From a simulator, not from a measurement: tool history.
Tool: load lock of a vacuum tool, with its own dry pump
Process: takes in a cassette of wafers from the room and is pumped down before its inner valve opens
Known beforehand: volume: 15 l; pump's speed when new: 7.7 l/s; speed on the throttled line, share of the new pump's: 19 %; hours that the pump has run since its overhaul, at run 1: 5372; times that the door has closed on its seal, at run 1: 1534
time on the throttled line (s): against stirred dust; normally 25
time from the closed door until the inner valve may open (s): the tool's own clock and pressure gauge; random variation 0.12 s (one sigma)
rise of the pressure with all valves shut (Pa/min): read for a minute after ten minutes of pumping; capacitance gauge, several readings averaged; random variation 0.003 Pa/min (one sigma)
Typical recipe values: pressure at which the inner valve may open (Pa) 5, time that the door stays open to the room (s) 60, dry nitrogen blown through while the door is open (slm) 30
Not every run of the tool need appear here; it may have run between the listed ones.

run      day  time on the throttled line (s)  pressure at which the inner valve may open (Pa)  time that the door stays open to the room (s)  dry nitrogen blown through while the door is open (slm)  hours that the pump has run since its overhaul  times that the door has closed on its seal  incoming humidity of the room's air, %  time from the closed door until the inner valve may open (s)  rise of the pressure with all valves shut (Pa/min)
  1        0                              25                                                5                                             60                                                       30                                            5372                                        1534                                    48.3                                                          41.5                                               0.034
  2   13.654                              25                                                5                                             60                                                       30                                            5699                                        2352                                    45.5                                                          41.2                                                0.03
  3   21.621                              25                                                5                                             60                                                       30                                            5891                                        2830                                    42.7                                                          41.6                                                0.03
  4   35.738                              25                                                5                                             60                                                       30                                            6229                                        3677                                    45.1                                                          41.7                                                0.04
  5   47.404                              25                                                5                                             60                                                       30                                            6509                                        4377                                    43.6                                                          41.5                                               0.039
  6   54.675                              17                                                5                                             60                                                       30                                            6684                                        4813                                    45.1                                                          35.4                                               0.039
  7   68.425                              17                                                5                                             60                                                       30                                            7014                                        5637                                    41.2                                                          35.3                                               0.046
  8   81.462                              25                                                5                                             60                                                       30                                            7327                                        6419                                    40.5                                                          42.1                                               0.041
  9   91.912                              25                                                7                                             60                                                       30                                            7578                                        7046                                    46.5                                                          40.9                                               0.051
 10  106.938                              25                                                7                                             60                                                       30                                            7938                                        7947                                    45.2                                                          40.8                                               0.053
 11  116.642                              25                                                7                                             60                                                       30                                            8171                                        8529                                    46.7                                                          41.2                                               0.048
 12  128.175                              25                                                5                                             60                                                       30                                            8448                                        9221                                      45                                                            42                                               0.058
 13  143.662                              25                                                5                                            212                                                       30                                            8820                                       10150                                    43.5                                                          42.1                                                0.08
 14  151.504                              25                                                5                                            212                                                       30                                            9008                                       10620                                    46.9                                                          41.9                                                0.09
 15  164.833                              25                                                5                                            212                                                       30                                            9328                                       11419                                    44.6                                                          42.2                                               0.084
 16  176.583                              25                                                5                                            212                                                       30                                            9610                                       12124                                    50.7                                                          42.2                                               0.091
 17  188.012                              25                                                5                                            212                                                       30                                            9884                                       12810                                    44.8                                                          42.2                                               0.095
      196.45  -- dry pump taken out, an overhauled one fitted
 18  203.488                              25                                                5                                             60                                                       30                                             169                                       13723                                    45.8                                                            40                                               0.087
 19  215.396                              25                                               10                                             60                                                       20                                             455                                       14437                                    46.8                                                          38.6                                               0.088
 20  226.267                              25                                               10                                             60                                                       20                                             716                                       15089                                    43.3                                                          38.4                                               0.099
 21  234.767                              13                                               10                                             48                                                       20                                             920                                       15599                                    45.1                                                            29                                               0.092
 22  241.771                              46                                                5                                             60                                                       30                                            1088                                       16019                                    45.2                                                          57.1                                               0.093
 23  254.275                              44                                                6                                             49                                                       30                                            1388                                       16769                                      44                                                            55                                               0.101
 24  266.942                              44                                                6                                             49                                                       30                                            1692                                       17528                                    42.7                                                          54.9                                               0.094
 25  277.721                              25                                                5                                            158                                                       33                                            1950                                       18175                                    41.9                                                          40.1                                               0.116
 26  285.838                              25                                                5                                            158                                                       33                                            2145                                       18661                                    45.7                                                          40.1                                               0.118
 27  293.225                              26                                                8                                             28                                                       30                                            2323                                       19105                                      48                                                          39.7                                               0.105
 28  304.717                              25                                               10                                             60                                                        7                                            2598                                       19794                                    46.6                                                          38.8                                               0.141
 29  313.008                              13                                                6                                             60                                                       10                                            2797                                       20291                                    44.5                                                          30.2                                                0.14
 30  327.983                              24                                                6                                             60                                                       20                                            3157                                       21189                                    43.6                                                          39.1                                                0.13
 31   339.05                              24                                                6                                             60                                                       20                                            3422                                       21853                                    46.5                                                          39.2                                               0.139
 32   351.05                              24                                                6                                             60                                                       20                                            3710                                       22573                                    44.7                                                          39.5                                               0.141
 33  357.867                              24                                                6                                             60                                                       20                                            3874                                       22982                                    43.6                                                          39.4                                               0.134
 34  372.746                              24                                                6                                             60                                                       20                                            4231                                       23874                                    43.3                                                          39.4                                               0.142
 35  379.717                              30                                                5                                             44                                                       28                                            4398                                       24292                                    44.6                                                          44.5                                                0.14
 36  395.192                              19                                                5                                             55                                                       30                                            4770                                       25220                                    46.2                                                          35.8                                               0.157

Each run again, without the hidden state but with its own random variation kept:
What the log doesn't record here: pump's speed, % of a new pump's; leak at the door's seal, Pa l/s; drift of the gauge itself on ready_s, %; drift of the gauge itself on rise_pa_min, %.
run  time from the closed door until the inner valve may open (s)  rise of the pressure with all valves shut (Pa/min)
  1                                                          40.2                                               0.031
  2                                                          39.8                                               0.024
  3                                                          40.2                                               0.023
  4                                                          40.2                                                0.03
  5                                                          39.9                                               0.027
  6                                                          33.6                                               0.025
  7                                                          33.5                                               0.028
  8                                                          40.3                                                0.02
  9                                                          39.2                                               0.028
 10                                                          39.1                                               0.026
 11                                                          39.4                                               0.018
 12                                                            40                                               0.025
 13                                                          40.1                                               0.043
 14                                                          39.9                                                0.05
 15                                                            40                                                0.04
 16                                                            40                                               0.044
 17                                                          39.9                                               0.044
 18                                                          40.1                                               0.032
 19                                                          38.6                                               0.028
 20                                                          38.4                                               0.034
 21                                                          28.9                                               0.026
 22                                                            57                                               0.024
 23                                                          54.9                                               0.028
 24                                                          54.8                                               0.016
 25                                                          39.9                                               0.033
 26                                                          39.9                                               0.033
 27                                                          39.5                                               0.019
 28                                                          38.4                                                0.05
 29                                                          29.8                                               0.046
 30                                                          38.7                                                0.03
 31                                                          38.8                                               0.034
 32                                                            39                                                0.03
 33                                                          38.9                                               0.023
 34                                                          38.8                                               0.026
 35                                                            44                                               0.018
 36                                                          35.1                                               0.027
